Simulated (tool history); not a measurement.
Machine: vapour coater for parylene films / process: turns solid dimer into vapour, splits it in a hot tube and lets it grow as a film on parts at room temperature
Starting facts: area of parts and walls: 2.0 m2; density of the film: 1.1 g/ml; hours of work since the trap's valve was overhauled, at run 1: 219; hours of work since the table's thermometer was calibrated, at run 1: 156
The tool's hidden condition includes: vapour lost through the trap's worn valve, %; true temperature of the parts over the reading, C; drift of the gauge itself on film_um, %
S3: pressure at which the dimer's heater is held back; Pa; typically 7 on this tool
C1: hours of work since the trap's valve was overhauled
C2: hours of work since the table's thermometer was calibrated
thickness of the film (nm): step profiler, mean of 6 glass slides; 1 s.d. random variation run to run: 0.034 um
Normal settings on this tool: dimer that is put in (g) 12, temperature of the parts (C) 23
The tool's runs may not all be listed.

{"run": 1, "hour": 0.0, "dimer that is put in (g)": 12, "temperature of the parts (C)": 23, "S3": 7, "C1": 219, "C2": 156, "thickness of the film (nm)": 3470}
{"hour": 57.2, "done": "trap's valve overhauled"}
{"run": 2, "hour": 68.3, "dimer that is put in (g)": 12, "temperature of the parts (C)": 23, "S3": 7, "C1": 8, "C2": 201, "thickness of the film (nm)": 3470}
{"run": 3, "hour": 125.5, "dimer that is put in (g)": 12, "temperature of the parts (C)": 23, "S3": 7, "C1": 47, "C2": 240, "thickness of the film (nm)": 3460}
{"run": 4, "hour": 155.3, "dimer that is put in (g)": 12, "temperature of the parts (C)": 23, "S3": 7, "C1": 68, "C2": 261, "thickness of the film (nm)": 3460}
{"run": 5, "hour": 217.0, "dimer that is put in (g)": 12, "temperature of the parts (C)": 23, "S3": 7, "C1": 111, "C2": 304, "thickness of the film (nm)": 3520}
{"run": 6, "hour": 249.3, "dimer that is put in (g)": 12, "temperature of the parts (C)": 23, "S3": 7, "C1": 133, "C2": 326, "thickness of the film (nm)": 3490}
{"run": 7, "hour": 299.1, "dimer that is put in (g)": 12, "temperature of the parts (C)": 23, "S3": 7, "C1": 168, "C2": 361, "thickness of the film (nm)": 3470}
{"run": 8, "hour": 357.5, "dimer that is put in (g)": 12, "temperature of the parts (C)": 23, "S3": 7.47, "C1": 208, "C2": 401, "thickness of the film (nm)": 3460}
{"run": 9, "hour": 421.9, "dimer that is put in (g)": 9, "temperature of the parts (C)": 23, "S3": 7, "C1": 253, "C2": 446, "thickness of the film (nm)": 2620}
{"hour": 429.9, "done": "trap's valve overhauled"}
{"run": 10, "hour": 488.9, "dimer that is put in (g)": 9, "temperature of the parts (C)": 23, "S3": 7, "C1": 41, "C2": 490, "thickness of the film (nm)": 2630}
{"run": 11, "hour": 542.6, "dimer that is put in (g)": 9, "temperature of the parts (C)": 23, "S3": 7, "C1": 78, "C2": 527, "thickness of the film (nm)": 2600}
{"run": 12, "hour": 609.1, "dimer that is put in (g)": 9, "temperature of the parts (C)": 23, "S3": 7, "C1": 124, "C2": 573, "thickness of the film (nm)": 2610}
{"run": 13, "hour": 647.7, "dimer that is put in (g)": 9, "temperature of the parts (C)": 23, "S3": 7, "C1": 151, "C2": 600, "thickness of the film (nm)": 2650}
{"run": 14, "hour": 684.1, "dimer that is put in (g)": 9, "temperature of the parts (C)": 23, "S3": 7, "C1": 176, "C2": 625, "thickness of the film (nm)": 2610}
{"run": 15, "hour": 734.9, "dimer that is put in (g)": 12, "temperature of the parts (C)": 23, "S3": 7, "C1": 212, "C2": 660, "thickness of the film (nm)": 3490}
{"run": 16, "hour": 792.3, "dimer that is put in (g)": 12, "temperature of the parts (C)": 23, "S3": 7, "C1": 251, "C2": 700, "thickness of the film (nm)": 3480}
{"hour": 802.4, "done": "trap's valve overhauled"}
{"run": 17, "hour": 853.1, "dimer that is put in (g)": 12, "temperature of the parts (C)": 23, "S3": 2.28, "C1": 35, "C2": 740, "thickness of the film (nm)": 4020}
{"run": 18, "hour": 901.2, "dimer that is put in (g)": 12, "temperature of the parts (C)": 23, "S3": 2.28, "C1": 69, "C2": 773, "thickness of the film (nm)": 4010}
{"run": 19, "hour": 941.7, "dimer that is put in (g)": 12, "temperature of the parts (C)": 21, "S3": 7, "C1": 97, "C2": 801, "thickness of the film (nm)": 3850}
{"run": 20, "hour": 994.9, "dimer that is put in (g)": 12, "temperature of the parts (C)": 21, "S3": 7, "C1": 134, "C2": 838, "thickness of the film (nm)": 3900}
{"run": 21, "hour": 1038.2, "dimer that is put in (g)": 12, "temperature of the parts (C)": 27, "S3": 7, "C1": 164, "C2": 868, "thickness of the film (nm)": 2880}
{"run": 22, "hour": 1075.1, "dimer that is put in (g)": 12, "temperature of the parts (C)": 23, "S3": 7.47, "C1": 189, "C2": 894, "thickness of the film (nm)": 3490}
{"run": 23, "hour": 1112.0, "dimer that is put in (g)": 12, "temperature of the parts (C)": 23, "S3": 7.47, "C1": 215, "C2": 919, "thickness of the film (nm)": 3430}
{"run": 24, "hour": 1155.9, "dimer that is put in (g)": 12, "temperature of the parts (C)": 23, "S3": 7.47, "C1": 245, "C2": 950, "thickness of the film (nm)": 3420}
{"hour": 1174.4, "done": "trap's valve overhauled"}
{"run": 25, "hour": 1228.4, "dimer that is put in (g)": 12, "temperature of the parts (C)": 23, "S3": 7.47, "C1": 37, "C2": 997, "thickness of the film (nm)": 3420}
{"run": 26, "hour": 1260.7, "dimer that is put in (g)": 12, "temperature of the parts (C)": 23, "S3": 7.47, "C1": 60, "C2": 1020, "thickness of the film (nm)": 3440}
{"run": 27, "hour": 1289.8, "dimer that is put in (g)": 12, "temperature of the parts (C)": 24, "S3": 5.18, "C1": 80, "C2": 1040, "thickness of the film (nm)": 3420}
{"run": 28, "hour": 1342.3, "dimer that is put in (g)": 12, "temperature of the parts (C)": 30, "S3": 6.93, "C1": 116, "C2": 1076, "thickness of the film (nm)": 2510}
{"run": 29, "hour": 1399.1, "dimer that is put in (g)": 12, "temperature of the parts (C)": 23, "S3": 2.19, "C1": 156, "C2": 1116, "thickness of the film (nm)": 4080}
{"run": 30, "hour": 1444.4, "dimer that is put in (g)": 12, "temperature of the parts (C)": 23, "S3": 2.75, "C1": 187, "C2": 1147, "thickness of the film (nm)": 3930}
{"run": 31, "hour": 1511.6, "dimer that is put in (g)": 12, "temperature of the parts (C)": 23, "S3": 2.75, "C1": 234, "C2": 1194, "thickness of the film (nm)": 3920}
{"hour": 1547.2, "done": "trap's valve overhauled"}
{"run": 32, "hour": 1558.2, "dimer that is put in (g)": 12, "temperature of the parts (C)": 23, "S3": 2.75, "C1": 8, "C2": 1223, "thickness of the film (nm)": 3900}
{"run": 33, "hour": 1587.6, "dimer that is put in (g)": 17, "temperature of the parts (C)": 22, "S3": 4.77, "C1": 28, "C2": 1244, "thickness of the film (nm)": 5510}
{"run": 34, "hour": 1630.3, "dimer that is put in (g)": 12, "temperature of the parts (C)": 20, "S3": 7, "C1": 58, "C2": 1273, "thickness of the film (nm)": 4030}
{"run": 35, "hour": 1687.8, "dimer that is put in (g)": 10, "temperature of the parts (C)": 18, "S3": 7, "C1": 98, "C2": 1313, "thickness of the film (nm)": 3740}
{"run": 36, "hour": 1750.6, "dimer that is put in (g)": 12, "temperature of the parts (C)": 23, "S3": 9.95, "C1": 141, "C2": 1357, "thickness of the film (nm)": 3300}
{"run": 37, "hour": 1810.0, "dimer that is put in (g)": 12, "temperature of the parts (C)": 28, "S3": 2.34, "C1": 182, "C2": 1398, "thickness of the film (nm)": 3130}
{"run": 38, "hour": 1870.3, "dimer that is put in (g)": 8, "temperature of the parts (C)": 22, "S3": 2.5, "C1": 224, "C2": 1440, "thickness of the film (nm)": 2790}
{"hour": 1922.9, "done": "trap's valve overhauled"}
{"run": 39, "hour": 1929.9, "dimer that is put in (g)": 12, "temperature of the parts (C)": 27, "S3": 6.37, "C1": 5, "C2": 1478, "thickness of the film (nm)": 2880}
{"run": 40, "hour": 1974.5, "dimer that is put in (g)": 12, "temperature of the parts (C)": 27, "S3": 6.37, "C1": 36, "C2": 1509, "thickness of the film (nm)": 2900}
{"run": 41, "hour": 2017.0, "dimer that is put in (g)": 10, "temperature of the parts (C)": 27, "S3": 6.76, "C1": 65, "C2": 1539, "thickness of the film (nm)": 2420}
{"hour": 2057.6, "done": "table's thermometer calibrated"}
{"run": 42, "hour": 2068.9, "dimer that is put in (g)": 10, "temperature of the parts (C)": 27, "S3": 6.76, "C1": 101, "C2": 8, "thickness of the film (nm)": 2370}
{"run": 43, "hour": 2099.5, "dimer that is put in (g)": 10, "temperature of the parts (C)": 27, "S3": 6.76, "C1": 122, "C2": 29, "thickness of the film (nm)": 2450}
{"run": 44, "hour": 2162.7, "dimer that is put in (g)": 8, "temperature of the parts (C)": 27, "S3": 5.73, "C1": 166, "C2": 73, "thickness of the film (nm)": 1990}
{"run": 45, "hour": 2200.8, "dimer that is put in (g)": 8, "temperature of the parts (C)": 27, "S3": 5.73, "C1": 192, "C2": 99, "thickness of the film (nm)": 2000}
{"run": 46, "hour": 2252.4, "dimer that is put in (g)": 8, "temperature of the parts (C)": 27, "S3": 5.73, "C1": 228, "C2": 135, "thickness of the film (nm)": 1960}

Branching from run 46: 5 alternative next runs. What would each branch give?
{"run": "A", "hour": 2281.8, "dimer that is put in (g)": 8, "temperature of the parts (C)": 24, "S3": 5.73, "C1": 248, "C2": 156, "thickness of the film (nm)": "?"}
{"run": "B", "hour": 2281.8, "dimer that is put in (g)": 7, "temperature of the parts (C)": 21, "S3": 6.92, "C1": 248, "C2": 156, "thickness of the film (nm)": "?"}
{"run": "C", "hour": 2281.8, "dimer that is put in (g)": 12, "temperature of the parts (C)": 31, "S3": 7, "C1": 248, "C2": 156, "thickness of the film (nm)": "?"}
{"run": "D", "hour": 2281.8, "dimer that is put in (g)": 9, "temperature of the parts (C)": 32, "S3": 7, "C1": 248, "C2": 156, "thickness of the film (nm)": "?"}
{"run": "E", "hour": 2281.8, "dimer that is put in (g)": 9, "temperature of the parts (C)": 21, "S3": 5.73, "C1": 248, "C2": 156, "thickness of the film (nm)": "?"}

run=A thickness_of_the_film_(nm)=2270
run=B thickness_of_the_film_(nm)=2240
run=C thickness_of_the_film_(nm)=2360
run=D thickness_of_the_film_(nm)=1670
run=E thickness_of_the_film_(nm)=2950
The same runs, with their run-to-run variation unchanged, on a tool lacking any hidden condition would have given:
run=A thickness_of_the_film_(nm)=2280
run=B thickness_of_the_film_(nm)=2250
run=C thickness_of_the_film_(nm)=2370
run=D thickness_of_the_film_(nm)=1680
run=E thickness_of_the_film_(nm)=2960
